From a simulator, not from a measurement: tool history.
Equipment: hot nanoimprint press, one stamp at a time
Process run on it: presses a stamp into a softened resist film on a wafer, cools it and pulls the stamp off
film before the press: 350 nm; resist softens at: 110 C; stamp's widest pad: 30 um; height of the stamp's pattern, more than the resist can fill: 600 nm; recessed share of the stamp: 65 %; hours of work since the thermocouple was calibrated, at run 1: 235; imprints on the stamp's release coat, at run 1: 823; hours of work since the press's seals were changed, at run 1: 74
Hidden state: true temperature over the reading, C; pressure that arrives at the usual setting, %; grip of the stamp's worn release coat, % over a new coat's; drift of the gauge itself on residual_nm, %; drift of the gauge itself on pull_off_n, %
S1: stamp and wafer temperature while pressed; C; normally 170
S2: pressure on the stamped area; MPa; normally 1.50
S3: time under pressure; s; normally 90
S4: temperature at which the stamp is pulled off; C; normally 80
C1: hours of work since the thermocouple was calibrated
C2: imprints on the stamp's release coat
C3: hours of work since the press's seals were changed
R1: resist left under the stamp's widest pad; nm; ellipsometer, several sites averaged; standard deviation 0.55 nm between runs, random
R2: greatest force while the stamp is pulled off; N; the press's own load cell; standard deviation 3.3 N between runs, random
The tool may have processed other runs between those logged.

| run | hour | S1 | S2 | S3 | S4 | C1 | C2 | C3 | R1 | R2 |
|---|---|---|---|---|---|---|---|---|---|---|
| 1 | 0.0 | 170 | 1.50 | 90 | 80 | 235 | 823 | 74 | 122.0 | 189 |
| 2 | 6.3 | 168 | 1.50 | 90 | 80 | 238 | 845 | 77 | 135.4 | 187 |
| 3 | 14.1 | 168 | 1.50 | 90 | 80 | 242 | 872 | 81 | 134.7 | 187 |
| 4 | 21.0 | 168 | 1.50 | 90 | 80 | 246 | 896 | 84 | 134.1 | 190 |
| 5 | 26.0 | 168 | 1.50 | 90 | 80 | 248 | 913 | 87 | 133.5 | 192 |
| 6 | 34.4 | 170 | 1.50 | 90 | 80 | 252 | 942 | 91 | 121.6 | 194 |
| 7 | 38.8 | 181 | 1.50 | 90 | 80 | 255 | 958 | 94 | 71.8 | 197 |
| 8 | 45.0 | 170 | 1.50 | 90 | 65 | 258 | 979 | 97 | 121.4 | 214 |
| 9 | 50.3 | 170 | 1.50 | 90 | 65 | 260 | 998 | 99 | 121.2 | 208 |
| 10 | 59.5 | 166 | 1.50 | 90 | 80 | 265 | 1029 | 104 | 148.7 | 195 |
| 11 | 65.1 | 170 | 1.50 | 90 | 80 | 268 | 1049 | 107 | 121.6 | 200 |
| 12 | 70.6 | 161 | 1.38 | 62 | 80 | 271 | 1068 | 110 | 221.5 | 191 |
| 13 | 74.6 | 176 | 1.38 | 136 | 80 | 273 | 1082 | 112 | 80.3 | 203 |
|  | 78.2 | plate thermocouple calibrated |
| 14 | 84.3 | 176 | 1.38 | 111 | 84 | 3 | 1106 | 115 | 86.0 | 187 |

The next listed run, before its measurement:
| 15 | 93.3 | 170 | 1.50 | 89 | 74 | 8 | 1137 | 120 | ? | ? |

{"run 15": {"R1": 118.8, "R2": 205}}
Had the tool carried no hidden state, the very same run would have given R1 126.3 nm, R2 177 N.

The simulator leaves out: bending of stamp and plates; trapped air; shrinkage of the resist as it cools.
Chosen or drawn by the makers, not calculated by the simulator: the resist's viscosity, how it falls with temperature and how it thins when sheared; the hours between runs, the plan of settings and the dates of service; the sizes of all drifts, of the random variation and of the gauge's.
